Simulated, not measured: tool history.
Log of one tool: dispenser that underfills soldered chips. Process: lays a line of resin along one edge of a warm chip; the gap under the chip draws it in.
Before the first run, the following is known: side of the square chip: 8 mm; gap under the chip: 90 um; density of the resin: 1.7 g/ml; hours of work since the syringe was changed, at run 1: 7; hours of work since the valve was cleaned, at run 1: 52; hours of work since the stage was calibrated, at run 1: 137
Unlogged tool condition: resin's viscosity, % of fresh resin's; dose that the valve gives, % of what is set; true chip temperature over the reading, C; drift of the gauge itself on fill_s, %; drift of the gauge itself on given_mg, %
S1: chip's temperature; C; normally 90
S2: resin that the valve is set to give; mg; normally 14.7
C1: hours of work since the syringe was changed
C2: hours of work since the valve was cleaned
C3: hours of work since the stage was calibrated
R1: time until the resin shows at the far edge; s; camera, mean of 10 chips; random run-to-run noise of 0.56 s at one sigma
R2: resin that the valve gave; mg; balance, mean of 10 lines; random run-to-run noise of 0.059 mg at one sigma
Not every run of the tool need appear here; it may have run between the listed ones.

run,hour,S1,S2,C1,C2,C3,R1,R2
1,0,90,14.7,7,52,137,71.1,14.27
# hour 3: new syringe of resin
# hour 7.1: dispensing valve cleaned and set on the balance
2,11.4,90,14.7,6,3,145,66.1,14.64
# hour 16.6: new syringe of resin
3,20.6,90,14.7,3,10,152,56.2,14.69
# hour 29.1: new syringe of resin
4,30.8,90,14.7,1,18,160,49.2,14.49
5,39.7,90,14.7,8,25,166,74.6,14.37
# hour 41.2: new syringe of resin
6,46.4,90,14.7,4,29,171,60.6,14.51
# hour 53.4: new syringe of resin
7,55.6,90,14.7,2,36,178,49.4,14.43
8,64.2,90,14.7,8,43,185,75,14.46
# hour 66.2: new syringe of resin
9,74.9,90,14.7,7,51,193,69.7,14.31
# hour 79.1: new syringe of resin
# hour 83.7: dispensing valve cleaned and set on the balance
10,88.2,90,14.7,6,3,202,63.1,14.63
# hour 92.3: new syringe of resin
11,95.8,90,14.7,3,9,207,52.1,14.55
# hour 105.2: new syringe of resin
12,107.2,104,14.7,2,18,216,34.4,14.52
# hour 117.5: new syringe of resin
13,117.5,89,14.7,0,25,224,45.7,14.51
14,124.6,90,14.7,5,31,229,64.6,14.42
# hour 129.9: new syringe of resin
15,135.3,90,14.7,4,39,237,58.8,14.47
# hour 142.3: new syringe of resin
16,142.3,86,14.7,0,44,242,50.6,14.35
17,154,86,14.7,9,53,251,88.2,14.3
# hour 154.9: new syringe of resin
# hour 161.2: dispensing valve cleaned and set on the balance
18,167.3,86,14.7,9,5,260,86.8,14.71
# hour 168.4: new syringe of resin
19,176.6,78,14,6,12,267,93.6,13.79
# hour 181: new syringe of resin
20,182.3,90,17,1,16,271,45.8,16.79
21,189.3,90,17,6,21,277,64.5,16.8
# hour 193.4: new syringe of resin
22,201,90,17,6,30,285,62.2,16.63
# hour 206.4: new syringe of resin
23,207.7,91,17.6,1,35,290,45.4,17.27
24,218.1,99,14.7,9,43,298,59.1,14.35
# hour 219.5: new syringe of resin
25,223.8,78,14.4,3,47,302,78.9,14
# hour 232.1: new syringe of resin
26,232.7,78,14.4,0,53,309,65.7,14.03
# hour 238: dispensing valve cleaned and set on the balance
27,244.9,78,14.4,9,5,317,111.6,14.47
# hour 245.8: new syringe of resin
28,254.2,92,14.7,6,12,324,62.6,14.69
# hour 258.6: new syringe of resin
29,266.8,90,14.2,6,22,334,66.7,14.07
# hour 270.8: new syringe of resin
30,275.8,81,15.2,4,28,340,72.4,14.92
# hour 283.4: new syringe of resin
31,284.2,89,15.2,1,34,347,47.4,14.93
32,291.5,83,16.5,6,40,352,78.1,16.2
# hour 296.3: new syringe of resin
33,301.5,91,16.5,4,47,360,54.1,16.22
# hour 309.1: new syringe of resin
# hour 315: dispensing valve cleaned and set on the balance
34,315.3,91,15.7,4,0,369,53.4,15.7
# hour 322.5: new syringe of resin
35,323.5,77,18,1,6,375,66.2,17.87

Here are 4 independent what-if runs from the current tool condition. What would each one return?
# hour 335: new syringe of resin
A,335,97,14.7,0,15,384,?,?
# hour 335: new syringe of resin
B,335,78,14,0,15,384,?,?
# hour 335: new syringe of resin
C,335,86,13.1,0,15,384,?,?
# hour 335: new syringe of resin
D,335,76,13.2,0,15,384,?,?

run,R1,R2
A,35.9,14.68
B,62.5,13.96
C,49.8,13.04
D,67.4,13.15
What these runs would have given with no unlogged condition in the tool:
run,R1,R2
A,38.3,14.79
B,67.2,14.07
C,53.4,13.14
D,72.5,13.25
